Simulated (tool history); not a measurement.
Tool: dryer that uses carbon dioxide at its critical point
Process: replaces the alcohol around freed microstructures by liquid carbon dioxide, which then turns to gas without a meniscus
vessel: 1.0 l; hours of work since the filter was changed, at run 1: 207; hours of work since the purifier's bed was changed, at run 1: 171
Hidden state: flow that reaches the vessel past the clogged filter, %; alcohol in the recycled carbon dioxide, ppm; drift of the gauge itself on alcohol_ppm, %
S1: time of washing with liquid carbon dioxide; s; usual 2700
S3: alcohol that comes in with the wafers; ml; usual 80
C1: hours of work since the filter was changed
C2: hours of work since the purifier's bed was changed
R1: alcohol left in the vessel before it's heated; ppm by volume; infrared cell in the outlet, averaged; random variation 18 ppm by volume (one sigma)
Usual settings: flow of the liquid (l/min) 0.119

run 1 hour=0.0 | S1=2700 flow_of_the_liquid_(l/min)=0.119 S3=80 | C1=207 C2=171 | R1=1626
run 2 hour=6.8 | S1=2700 flow_of_the_liquid_(l/min)=0.119 S3=43 | C1=211 C2=175 | R1=861
run 3 hour=18.9 | S1=2700 flow_of_the_liquid_(l/min)=0.119 S3=80 | C1=218 C2=182 | R1=1678
run 4 hour=33.1 | S1=2700 flow_of_the_liquid_(l/min)=0.119 S3=80 | C1=226 C2=190 | R1=1715
run 5 hour=46.8 | S1=2700 flow_of_the_liquid_(l/min)=0.119 S3=80 | C1=234 C2=198 | R1=1706
run 6 hour=58.8 | S1=2700 flow_of_the_liquid_(l/min)=0.119 S3=80 | C1=241 C2=205 | R1=1730
run 7 hour=64.9 | S1=2700 flow_of_the_liquid_(l/min)=0.119 S3=80 | C1=244 C2=209 | R1=1715
run 8 hour=76.9 | S1=2700 flow_of_the_liquid_(l/min)=0.119 S3=80 | C1=251 C2=216 | R1=1732
run 9 hour=82.8 | S1=2700 flow_of_the_liquid_(l/min)=0.178 S3=80 | C1=255 C2=219 | R1=277
run 10 hour=90.1 | S1=2700 flow_of_the_liquid_(l/min)=0.118 S3=80 | C1=259 C2=223 | R1=1803
run 11 hour=101.5 | S1=2700 flow_of_the_liquid_(l/min)=0.118 S3=80 | C1=266 C2=230 | R1=1804
run 12 hour=112.0 | S1=2700 flow_of_the_liquid_(l/min)=0.118 S3=80 | C1=272 C2=236 | R1=1842
run 13 hour=117.9 | S1=2700 flow_of_the_liquid_(l/min)=0.118 S3=80 | C1=275 C2=239 | R1=1887
run 14 hour=130.1 | S1=2700 flow_of_the_liquid_(l/min)=0.118 S3=80 | C1=282 C2=246 | R1=1840
run 15 hour=142.6 | S1=2700 flow_of_the_liquid_(l/min)=0.097 S3=80 | C1=289 C2=254 | R1=3696
run 16 hour=152.6 | S1=2700 flow_of_the_liquid_(l/min)=0.119 S3=113 | C1=295 C2=259 | R1=2555
run 17 hour=166.0 | S1=2700 flow_of_the_liquid_(l/min)=0.191 S3=80 | C1=303 C2=267 | R1=211
run 18 hour=176.6 | S1=2700 flow_of_the_liquid_(l/min)=0.191 S3=80 | C1=309 C2=273 | R1=204
run 19 hour=189.2 | S1=2700 flow_of_the_liquid_(l/min)=0.191 S3=80 | C1=316 C2=281 | R1=220
run 20 hour=198.6 | S1=2700 flow_of_the_liquid_(l/min)=0.119 S3=80 | C1=322 C2=286 | R1=1940
-- hour=205.6 inlet filter changed
run 21 hour=212.2 | S1=2700 flow_of_the_liquid_(l/min)=0.094 S3=80 | C1=4 C2=293 | R1=2852
run 22 hour=220.0 | S1=2700 flow_of_the_liquid_(l/min)=0.094 S3=80 | C1=8 C2=298 | R1=2899
run 23 hour=231.9 | S1=2700 flow_of_the_liquid_(l/min)=0.119 S3=96 | C1=15 C2=305 | R1=1444
run 24 hour=238.9 | S1=2700 flow_of_the_liquid_(l/min)=0.119 S3=96 | C1=19 C2=309 | R1=1490
run 25 hour=245.6 | S1=2700 flow_of_the_liquid_(l/min)=0.079 S3=96 | C1=23 C2=313 | R1=5839
run 26 hour=256.9 | S1=3360 flow_of_the_liquid_(l/min)=0.146 S3=21 | C1=30 C2=319 | R1=57
run 27 hour=265.6 | S1=2400 flow_of_the_liquid_(l/min)=0.119 S3=26 | C1=35 C2=324 | R1=657
run 28 hour=275.4 | S1=3060 flow_of_the_liquid_(l/min)=0.117 S3=26 | C1=40 C2=330 | R1=263
run 29 hour=285.4 | S1=1740 flow_of_the_liquid_(l/min)=0.164 S3=44 | C1=46 C2=336 | R1=1086
run 30 hour=294.9 | S1=2520 flow_of_the_liquid_(l/min)=0.111 S3=80 | C1=52 C2=341 | R1=2246
run 31 hour=301.4 | S1=4200 flow_of_the_liquid_(l/min)=0.119 S3=110 | C1=55 C2=345 | R1=187
run 32 hour=312.4 | S1=4200 flow_of_the_liquid_(l/min)=0.087 S3=90 | C1=62 C2=351 | R1=835
run 33 hour=322.1 | S1=4200 flow_of_the_liquid_(l/min)=0.087 S3=90 | C1=67 C2=357 | R1=866
run 34 hour=336.2 | S1=4200 flow_of_the_liquid_(l/min)=0.087 S3=90 | C1=76 C2=365 | R1=854
run 35 hour=344.2 | S1=3300 flow_of_the_liquid_(l/min)=0.115 S3=90 | C1=80 C2=370 | R1=738
run 36 hour=352.4 | S1=2400 flow_of_the_liquid_(l/min)=0.146 S3=80 | C1=85 C2=374 | R1=945
run 37 hour=364.8 | S1=2400 flow_of_the_liquid_(l/min)=0.146 S3=80 | C1=92 C2=382 | R1=937
run 38 hour=378.3 | S1=3420 flow_of_the_liquid_(l/min)=0.098 S3=80 | C1=100 C2=389 | R1=1147
run 39 hour=387.0 | S1=3420 flow_of_the_liquid_(l/min)=0.098 S3=80 | C1=105 C2=394 | R1=1178
run 40 hour=400.3 | S1=2640 flow_of_the_liquid_(l/min)=0.084 S3=91 | C1=113 C2=402 | R1=5402
run 41 hour=407.8 | S1=2700 flow_of_the_liquid_(l/min)=0.084 S3=32 | C1=117 C2=406 | R1=1896
run 42 hour=422.0 | S1=2400 flow_of_the_liquid_(l/min)=0.090 S3=70 | C1=125 C2=415 | R1=4544
run 43 hour=431.7 | S1=2700 flow_of_the_liquid_(l/min)=0.093 S3=80 | C1=131 C2=420 | R1=3401
run 44 hour=441.9 | S1=2700 flow_of_the_liquid_(l/min)=0.188 S3=80 | C1=137 C2=426 | R1=166
run 45 hour=453.8 | S1=2700 flow_of_the_liquid_(l/min)=0.188 S3=80 | C1=144 C2=433 | R1=165
run 46 hour=463.6 | S1=3600 flow_of_the_liquid_(l/min)=0.119 S3=76 | C1=149 C2=439 | R1=388

Forecast each of these 3 alternatives for the next run:
run A hour=471.6 | S1=1860 flow_of_the_liquid_(l/min)=0.078 S3=38 | C1=154 C2=443 | R1=?
run B hour=471.6 | S1=2940 flow_of_the_liquid_(l/min)=0.119 S3=80 | C1=154 C2=443 | R1=?
run C hour=471.6 | S1=3600 flow_of_the_liquid_(l/min)=0.123 S3=77 | C1=154 C2=443 | R1=?

run=A R1=6400
run=B R1=1047
run=C R1=339
Without the tool's hidden state the same runs would have given:
run=A R1=5697
run=B R1=784
run=C R1=227

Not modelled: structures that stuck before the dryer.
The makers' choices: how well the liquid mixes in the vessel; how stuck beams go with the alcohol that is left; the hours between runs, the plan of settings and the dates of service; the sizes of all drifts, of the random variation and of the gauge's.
